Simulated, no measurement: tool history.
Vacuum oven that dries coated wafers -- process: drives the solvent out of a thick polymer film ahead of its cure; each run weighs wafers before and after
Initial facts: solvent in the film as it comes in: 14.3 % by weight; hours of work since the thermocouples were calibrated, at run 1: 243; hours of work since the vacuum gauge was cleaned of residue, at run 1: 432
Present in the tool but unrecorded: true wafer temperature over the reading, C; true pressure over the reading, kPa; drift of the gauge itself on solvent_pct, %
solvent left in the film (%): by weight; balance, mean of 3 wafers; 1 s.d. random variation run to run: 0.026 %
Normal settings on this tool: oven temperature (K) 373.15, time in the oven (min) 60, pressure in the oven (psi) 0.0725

run   hour  oven temperature (K)  time in the oven (min)  pressure in the oven (psi)  hours of work since the thermocouples were calibrated  hours of work since the vacuum gauge was cleaned of residue  solvent left in the film (%)
  1      0                373.15                      60                      0.0725                                                    243                                                          432                          1.89
  2   24.8                373.15                      60                      0.0725                                                    261                                                          450                          1.88
  3     39                373.15                      60                      0.0725                                                    271                                                          460                          1.91
  4   66.9                373.15                      60                      0.0725                                                    290                                                          479                           1.9
  5     88                373.15                      34                      0.0725                                                    305                                                          494                          4.06
  6  112.2                373.15                      34                      0.0725                                                    322                                                          511                          4.01
  7  125.7                373.15                      34                      0.0725                                                    332                                                          521                          4.07
  8  141.1                373.15                      34                      0.0725                                                    343                                                          532                          4.07
  9    164                373.15                      34                      0.0725                                                    359                                                          548                          4.12
 10  189.7                373.15                      34                      0.0725                                                    377                                                          566                          4.03
 11  208.8                358.15                      39                      0.1405                                                    391                                                          579                          6.79
 12  232.7                374.15                      39                      0.0598                                                    407                                                          596                          3.29
 13  257.3                373.15                      45                      0.0725                                                    425                                                          614                          2.97
 14  271.7                371.15                      67                      0.0885                                                    435                                                          624                          1.91
 15  287.9                361.15                      67                      0.0519                                                    446                                                          635                          3.83
 16  302.6                361.15                      67                      0.0519                                                    457                                                          645                          3.77
 17  326.5                361.15                      67                      0.0519                                                    473                                                          662                          3.83
 18  344.7                369.15                      59                      0.0519                                                    486                                                          675                          2.72
 19  359.2                378.15                      94                      0.2013                                                    496                                                          685                          0.73
 20  381.1                378.15                      50                       0.245                                                    512                                                          701                          2.06

Forecast each of these 3 alternatives for the next run:
  A  407.8                363.15                      53                      0.0725                                                    531                                                          720                             ?
  B  407.8                372.15                      56                       0.245                                                    531                                                          720                             ?
  C  407.8                385.15                      45                      0.1162                                                    531                                                          720                             ?

run  solvent left in the film (%)
  A                          4.42
  B                          2.79
  C                          1.17
Without the tool's hidden state the same runs would have given:
run  solvent left in the film (%)
  A                          4.16
  B                          2.56
  C                          1.03
